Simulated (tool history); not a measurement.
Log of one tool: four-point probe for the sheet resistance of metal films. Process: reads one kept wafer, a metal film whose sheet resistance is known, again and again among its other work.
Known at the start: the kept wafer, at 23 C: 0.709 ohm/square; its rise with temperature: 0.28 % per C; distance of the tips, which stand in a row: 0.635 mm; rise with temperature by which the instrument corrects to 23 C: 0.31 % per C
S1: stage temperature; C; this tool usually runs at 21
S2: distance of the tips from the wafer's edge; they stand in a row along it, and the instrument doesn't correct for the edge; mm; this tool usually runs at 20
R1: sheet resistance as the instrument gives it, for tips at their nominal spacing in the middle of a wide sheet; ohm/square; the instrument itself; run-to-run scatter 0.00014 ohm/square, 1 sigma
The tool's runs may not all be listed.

Run 1, hour 0.0: usual settings. Result: R1 0.709003 ohm/square.
Run 2, hour 9.5: usual settings. Result: R1 0.708496 ohm/square.
Run 3, hour 21.1: usual settings. Result: R1 0.708583 ohm/square.
Run 4, hour 30.0: usual settings but S1 26 C. Result: R1 0.707625 ohm/square.
Run 5, hour 42.2: usual settings. Result: R1 0.708368 ohm/square.
Run 6, hour 57.0: usual settings but S1 27 C, S2 6 mm. Result: R1 0.711088 ohm/square.
Run 7, hour 68.1: usual settings but S1 27 C, S2 5 mm. Result: R1 0.713130 ohm/square.
Run 8, hour 87.0: usual settings but S1 24 C. Result: R1 0.707834 ohm/square.
Run 9, hour 94.9: usual settings but S2 21 mm. Result: R1 0.708283 ohm/square.
Run 10, hour 105.2: usual settings but S2 21 mm. Result: R1 0.708599 ohm/square.

4 ways to go on from here, each from the tool as it stands after run 10. What would each give?
Run A, hour 123.0: usual settings but S1 24 C, S2 5 mm. Result: R1 ?.
Run B, hour 123.0: usual settings but S2 52 mm. Result: R1 ?.
Run C, hour 123.0: usual settings but S1 33 C, S2 11 mm. Result: R1 ?.
Run D, hour 123.0: usual settings but S1 32 C, S2 15 mm. Result: R1 ?.

run        R1
  A  0.713471
  B  0.708157
  C  0.707099
  D  0.706841
Without the tool's unlogged condition, the same runs would have read:
run        R1
  A  0.714819
  B  0.709502
  C  0.708420
  D  0.708164
